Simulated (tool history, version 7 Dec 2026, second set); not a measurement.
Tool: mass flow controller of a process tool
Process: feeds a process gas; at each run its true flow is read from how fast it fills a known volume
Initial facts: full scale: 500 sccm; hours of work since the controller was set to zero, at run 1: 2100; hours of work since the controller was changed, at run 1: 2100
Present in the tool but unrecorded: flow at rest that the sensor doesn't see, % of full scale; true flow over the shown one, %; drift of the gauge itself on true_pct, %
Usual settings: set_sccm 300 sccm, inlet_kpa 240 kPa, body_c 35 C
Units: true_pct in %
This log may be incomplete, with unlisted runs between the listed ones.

run	hour	set_sccm	inlet_kpa	body_c	hours of work since the controller was set to zero	hours of work since the controller was changed	true_pct
1	0.0	300	240	35	2100	2100	97.89
2	432.0	300	240	35	2267	2267	97.70
3	694.1	300	240	35	2368	2368	97.53
4	1174.9	300	240	35	2554	2554	97.46
5	1431.0	52	240	35	2653	2653	93.25
6	1689.5	100	240	35	2753	2753	95.06
7	1999.3	100	240	35	2872	2872	95.02
8	2407.7	300	240	35	3030	3030	97.09
9	2925.1	300	240	35	3229	3229	97.02
10	3150.0	300	219	35	3316	3316	96.82
11	3443.3	300	275	35	3429	3429	97.13
12	3922.3	275	240	35	3614	3614	96.63
13	4273.6	300	240	30	3750	3750	96.50
14	4686.9	300	240	21	3909	3909	96.25
15	5124.1	300	240	21	4078	4078	96.02
16	5530.5	300	240	21	4235	4235	96.03
17	5943.4	300	240	21	4394	4394	95.90
18	6291.7	300	240	21	4529	4529	95.89
19	6814.9	300	240	21	4731	4731	95.63
20	7266.6	300	240	21	4905	4905	95.56
21	7802.2	300	240	21	5112	5112	95.43
22	8283.3	300	240	35	5297	5297	95.70
23	8793.7	301	240	35	5494	5494	95.53
24	9288.1	132	240	35	5685	5685	92.99
25	9809.5	132	240	35	5886	5886	92.80
26	10254.1	132	240	35	6058	6058	92.61
27	10556.5	132	240	35	6175	6175	92.69
28	10803.5	132	240	35	6270	6270	92.54
29	11047.5	423	183	20	6364	6364	95.29
30	11574.2	280	240	32	6567	6567	94.50
31	11827.7	300	187	35	6665	6665	94.42
32	12149.1	300	194	24	6789	6789	94.10
33	12460.0	107	212	21	6909	6909	90.48
# hour 12629.9: controller exchanged for a calibrated one
34	12820.6	333	184	35	74	74	99.00
35	13221.9	333	184	35	228	228	98.80
36	13671.5	70	177	34	402	402	96.76
37	14193.8	81	240	23	604	604	96.69
38	14744.8	81	240	23	816	816	96.42
39	15084.4	81	240	23	947	947	96.17
40	15488.6	88	169	33	1103	1103	96.16
41	15771.8	88	169	33	1213	1213	95.88
42	16026.4	88	169	33	1311	1311	95.78
43	16500.1	222	161	28	1494	1494	97.01
44	16779.2	148	161	33	1601	1601	96.30
45	17101.2	107	221	24	1726	1726	95.76
46	17454.4	307	162	39	1862	1862	97.49
47	17756.4	162	262	21	1978	1978	96.35
48	18012.9	162	262	21	2077	2077	96.45
49	18500.1	300	151	23	2265	2265	96.88

Here are 3 independent what-if runs from the current tool condition. What would each one return?
A	18915.7	300	151	38	2426	2426	?
B	18915.7	300	197	35	2426	2426	?
C	18915.7	76	185	28	2426	2426	?

run	true_pct
A	97.05
B	97.32
C	94.24
Take away the tool's hidden state, keep each run's random variation, and the runs would have read:
run	true_pct
A	98.78
B	99.05
C	97.35

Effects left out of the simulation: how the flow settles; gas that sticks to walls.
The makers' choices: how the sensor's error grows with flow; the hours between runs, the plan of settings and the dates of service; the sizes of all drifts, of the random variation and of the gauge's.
